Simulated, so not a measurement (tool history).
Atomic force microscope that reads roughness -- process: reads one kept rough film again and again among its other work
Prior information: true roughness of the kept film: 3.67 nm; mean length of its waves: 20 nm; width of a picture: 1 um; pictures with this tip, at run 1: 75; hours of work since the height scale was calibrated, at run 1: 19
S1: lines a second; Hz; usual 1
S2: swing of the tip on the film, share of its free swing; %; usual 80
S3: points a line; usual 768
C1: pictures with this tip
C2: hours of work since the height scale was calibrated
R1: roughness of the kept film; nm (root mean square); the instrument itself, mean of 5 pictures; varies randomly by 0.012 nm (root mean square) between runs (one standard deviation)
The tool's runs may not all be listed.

| run | hour | S1 | S2 | S3 | C1 | C2 | R1 |
|---|---|---|---|---|---|---|---|
| 1 | 0 | 1 | 80 | 768 | 75 | 19 | 2.056 |
| 2 | 7.2 | 1 | 80 | 768 | 85 | 23 | 1.981 |
| 3 | 16.6 | 1 | 80 | 433 | 97 | 27 | 1.882 |
| 4 | 24.8 | 1 | 80 | 433 | 108 | 31 | 1.819 |
|  | 26 | new tip fitted |
| 5 | 37.6 | 1 | 80 | 433 | 16 | 36 | 2.524 |
| 6 | 46.4 | 1 | 80 | 433 | 28 | 41 | 2.387 |
| 7 | 59.6 | 3.49 | 80 | 768 | 45 | 47 | 2.037 |
| 8 | 68.9 | 3.49 | 80 | 768 | 58 | 51 | 1.924 |
| 9 | 76.9 | 3.49 | 80 | 768 | 68 | 55 | 1.846 |
| 10 | 83.2 | 3.49 | 80 | 768 | 77 | 58 | 1.784 |
| 11 | 90.8 | 3.49 | 80 | 768 | 87 | 61 | 1.727 |
| 12 | 103.7 | 1 | 80 | 895 | 105 | 67 | 1.778 |
|  | 108 | new tip fitted |
| 13 | 112.5 | 1 | 80 | 765 | 6 | 71 | 2.729 |
| 14 | 121.3 | 1.63 | 80 | 768 | 18 | 75 | 2.497 |
| 15 | 129.7 | 1 | 80 | 768 | 29 | 79 | 2.434 |
| 16 | 135 | 1 | 80 | 768 | 36 | 81 | 2.361 |
| 17 | 141.4 | 2.24 | 80 | 768 | 45 | 84 | 2.14 |
| 18 | 151.7 | 0.57 | 67 | 390 | 58 | 89 | 2.17 |
| 19 | 160.4 | 0.57 | 64 | 733 | 70 | 93 | 2.11 |
| 20 | 170.5 | 1.01 | 82 | 557 | 84 | 98 | 1.921 |
| 21 | 175.9 | 2.01 | 82 | 557 | 91 | 100 | 1.785 |
| 22 | 181.9 | 2.01 | 82 | 557 | 99 | 103 | 1.719 |
|  | 184 | height scale calibrated on a step standard |
| 23 | 189.2 | 2.01 | 82 | 557 | 107 | 2 | 1.679 |
|  | 190.6 | new tip fitted |
| 24 | 202.2 | 0.7 | 59 | 768 | 15 | 8 | 2.674 |
| 25 | 212.5 | 2.41 | 59 | 757 | 29 | 13 | 2.487 |
| 26 | 221 | 2.41 | 59 | 757 | 40 | 17 | 2.331 |
| 27 | 226.5 | 2.41 | 59 | 757 | 48 | 19 | 2.252 |
| 28 | 233.3 | 1 | 62 | 802 | 57 | 23 | 2.213 |
| 29 | 243.7 | 1 | 62 | 802 | 71 | 27 | 2.087 |
|  | 251.5 | height scale calibrated on a step standard, once more |
| 30 | 255 | 1 | 69 | 360 | 85 | 2 | 1.942 |
| 31 | 262.1 | 1 | 60 | 731 | 94 | 5 | 1.926 |
| 32 | 271.5 | 2.5 | 79 | 768 | 107 | 9 | 1.694 |
|  | 273.8 | new tip fitted |
| 33 | 284.2 | 0.55 | 79 | 768 | 14 | 15 | 2.637 |
| 34 | 295.4 | 1.3 | 80 | 608 | 29 | 20 | 2.36 |

4 ways to go on from here, each from the tool as it stands after run 34. What would each give?
| A | 307.7 | 1.44 | 62 | 768 | 46 | 26 | ? |
| B | 307.7 | 1.3 | 70 | 608 | 46 | 26 | ? |
| C | 307.7 | 0.54 | 78 | 398 | 46 | 26 | ? |
| D | 307.7 | 1.3 | 80 | 832 | 46 | 26 | ? |

| run | R1 |
|---|---|
| A | 2.28 |
| B | 2.256 |
| C | 2.269 |
| D | 2.204 |
The same runs, with their run-to-run variation unchanged, on a tool lacking any hidden condition would have given:
| run | R1 |
|---|---|
| A | 2.86 |
| B | 2.832 |
| C | 2.847 |
| D | 2.769 |
